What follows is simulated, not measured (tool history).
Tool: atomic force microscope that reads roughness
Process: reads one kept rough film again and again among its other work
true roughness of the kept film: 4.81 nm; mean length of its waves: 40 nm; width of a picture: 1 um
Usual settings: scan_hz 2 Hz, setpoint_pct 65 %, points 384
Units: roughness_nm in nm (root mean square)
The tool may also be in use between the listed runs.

Run 1, day 0: usual settings. Result: roughness_nm 3.967 nm (root mean square).
Run 2, day 0.812: usual settings. Result: roughness_nm 3.816 nm (root mean square).
Run 3, day 1.679: usual settings. Result: roughness_nm 3.703 nm (root mean square).
Run 4, day 2.246: usual settings but scan_hz 0.55 Hz. Result: roughness_nm 3.698 nm (root mean square).
Run 5, day 3.021: usual settings but setpoint_pct 81 %. Result: roughness_nm 3.389 nm (root mean square).
Run 6, day 3.612: usual settings but setpoint_pct 81 %. Result: roughness_nm 3.323 nm (root mean square).
Run 7, day 4.362: usual settings but setpoint_pct 81 %. Result: roughness_nm 3.26 nm (root mean square).
At day 4.758: new tip fitted.
Run 8, day 4.962: usual settings but setpoint_pct 81 %. Result: roughness_nm 3.969 nm (root mean square).
Run 9, day 5.525: usual settings but setpoint_pct 81 %. Result: roughness_nm 3.871 nm (root mean square).
Run 10, day 6.483: usual settings but points 429. Result: roughness_nm 3.911 nm (root mean square).
Run 11, day 7.342: usual settings but points 429. Result: roughness_nm 3.795 nm (root mean square).
Run 12, day 8.458: usual settings but points 429. Result: roughness_nm 3.642 nm (root mean square).
Run 13, day 9.312: usual settings but scan_hz 2.51 Hz. Result: roughness_nm 3.495 nm (root mean square).
Run 14, day 10.054: usual settings but scan_hz 0.93 Hz. Result: roughness_nm 3.482 nm (root mean square).
Run 15, day 10.833: usual settings but scan_hz 0.93 Hz. Result: roughness_nm 3.399 nm (root mean square).
At day 11.042: new tip fitted.
Run 16, day 11.367: usual settings but scan_hz 0.93 Hz. Result: roughness_nm 4.163 nm (root mean square).
Run 17, day 12.262: usual settings. Result: roughness_nm 3.96 nm (root mean square).
Run 18, day 13.279: usual settings. Result: roughness_nm 3.794 nm (root mean square).
Run 19, day 14.133: usual settings but points 388. Result: roughness_nm 3.68 nm (root mean square).
Run 20, day 14.9: usual settings but points 388. Result: roughness_nm 3.56 nm (root mean square).
Run 21, day 15.817: usual settings but points 388. Result: roughness_nm 3.479 nm (root mean square).
Run 22, day 16.821: usual settings but points 388. Result: roughness_nm 3.378 nm (root mean square).
At day 17.329: new tip fitted.
Run 23, day 17.65: usual settings but points 388. Result: roughness_nm 4.06 nm (root mean square).
Run 24, day 18.433: usual settings but setpoint_pct 75 %. Result: roughness_nm 3.861 nm (root mean square).
Run 25, day 19.225: usual settings but setpoint_pct 75 %. Result: roughness_nm 3.754 nm (root mean square).
Run 26, day 20.071: usual settings but setpoint_pct 75 %. Result: roughness_nm 3.64 nm (root mean square).
Run 27, day 20.658: usual settings but setpoint_pct 75 %. Result: roughness_nm 3.572 nm (root mean square).
Run 28, day 21.133: usual settings but scan_hz 2.54 Hz. Result: roughness_nm 3.561 nm (root mean square).
Run 29, day 21.821: usual settings but scan_hz 2.54 Hz. Result: roughness_nm 3.484 nm (root mean square).
Run 30, day 22.571: usual settings but scan_hz 2.54 Hz. Result: roughness_nm 3.404 nm (root mean square).
At day 23.571: new tip fitted.
Run 31, day 23.621: usual settings but setpoint_pct 77 %. Result: roughness_nm 4.032 nm (root mean square).
Run 32, day 24.754: usual settings but scan_hz 2.38 Hz, setpoint_pct 77 %, points 875. Result: roughness_nm 3.794 nm (root mean square).
Run 33, day 25.592: usual settings but scan_hz 2.38 Hz, setpoint_pct 77 %, points 875. Result: roughness_nm 3.698 nm (root mean square).
Run 34, day 26.321: usual settings but scan_hz 3.79 Hz, setpoint_pct 57 %, points 858. Result: roughness_nm 3.74 nm (root mean square).
Run 35, day 26.912: usual settings but scan_hz 3.79 Hz, setpoint_pct 57 %, points 858. Result: roughness_nm 3.625 nm (root mean square).
Run 36, day 27.488: usual settings but scan_hz 1.07 Hz, setpoint_pct 61 %, points 525. Result: roughness_nm 3.609 nm (root mean square).
At day 27.608: height scale calibrated on a step standard.
Run 37, day 28.175: usual settings but scan_hz 2.6 Hz, setpoint_pct 87 %. Result: roughness_nm 3.177 nm (root mean square).
Run 38, day 29.158: usual settings but scan_hz 1.75 Hz, points 311. Result: roughness_nm 3.362 nm (root mean square).
At day 29.9: new tip fitted.
Run 39, day 30.192: usual settings but scan_hz 1.47 Hz, setpoint_pct 81 %. Result: roughness_nm 3.969 nm (root mean square).
Run 40, day 30.929: usual settings but scan_hz 1.06 Hz, setpoint_pct 80 %. Result: roughness_nm 3.9 nm (root mean square).
Run 41, day 31.721: usual settings but scan_hz 0.83 Hz, setpoint_pct 72 %, points 1008. Result: roughness_nm 3.85 nm (root mean square).
Run 42, day 32.442: usual settings but scan_hz 0.83 Hz, setpoint_pct 72 %, points 1008. Result: roughness_nm 3.775 nm (root mean square).
At day 32.692: height scale calibrated on a step standard, once more.
Run 43, day 32.975: usual settings but scan_hz 1.8 Hz, setpoint_pct 62 %, points 336. Result: roughness_nm 3.678 nm (root mean square).
Run 44, day 33.9: usual settings but scan_hz 1.8 Hz, setpoint_pct 62 %, points 336. Result: roughness_nm 3.598 nm (root mean square).
Run 45, day 34.379: usual settings but scan_hz 1.8 Hz, setpoint_pct 62 %, points 336. Result: roughness_nm 3.555 nm (root mean square).
Run 46, day 35.429: usual settings but scan_hz 1.8 Hz, setpoint_pct 62 %, points 336. Result: roughness_nm 3.394 nm (root mean square).
Run 47, day 36.088: usual settings but scan_hz 1.58 Hz, setpoint_pct 62 %, points 264. Result: roughness_nm 3.328 nm (root mean square).
At day 36.192: new tip fitted.
Run 48, day 37.121: usual settings but scan_hz 1.58 Hz, setpoint_pct 62 %, points 264. Result: roughness_nm 4.001 nm (root mean square).
Run 49, day 37.829: usual settings but points 401. Result: roughness_nm 3.91 nm (root mean square).
Run 50, day 38.325: usual settings but scan_hz 0.96 Hz, setpoint_pct 61 %, points 670. Result: roughness_nm 3.918 nm (root mean square).
Run 51, day 39: usual settings but setpoint_pct 69 %. Result: roughness_nm 3.745 nm (root mean square).
Run 52, day 40.046: usual settings but setpoint_pct 69 %. Result: roughness_nm 3.591 nm (root mean square).
Run 53, day 41.142: usual settings but points 337. Result: roughness_nm 3.46 nm (root mean square).

Forecast each of these 4 alternatives for the next run:
Run A, day 42.242: usual settings but scan_hz 0.7 Hz, setpoint_pct 56 %, points 370. Result: roughness_nm ?.
Run B, day 42.242: usual settings but points 260. Result: roughness_nm ?.
Run C, day 42.242: usual settings but points 626. Result: roughness_nm ?.
Run D, day 42.242: usual settings but scan_hz 1.93 Hz. Result: roughness_nm ?.

run  roughness_nm
  A         3.458
  B         3.337
  C         3.379
  D         3.368
Without the tool's hidden state the same runs would have given:
run  roughness_nm
  A         4.273
  B         4.127
  C         4.177
  D         4.163

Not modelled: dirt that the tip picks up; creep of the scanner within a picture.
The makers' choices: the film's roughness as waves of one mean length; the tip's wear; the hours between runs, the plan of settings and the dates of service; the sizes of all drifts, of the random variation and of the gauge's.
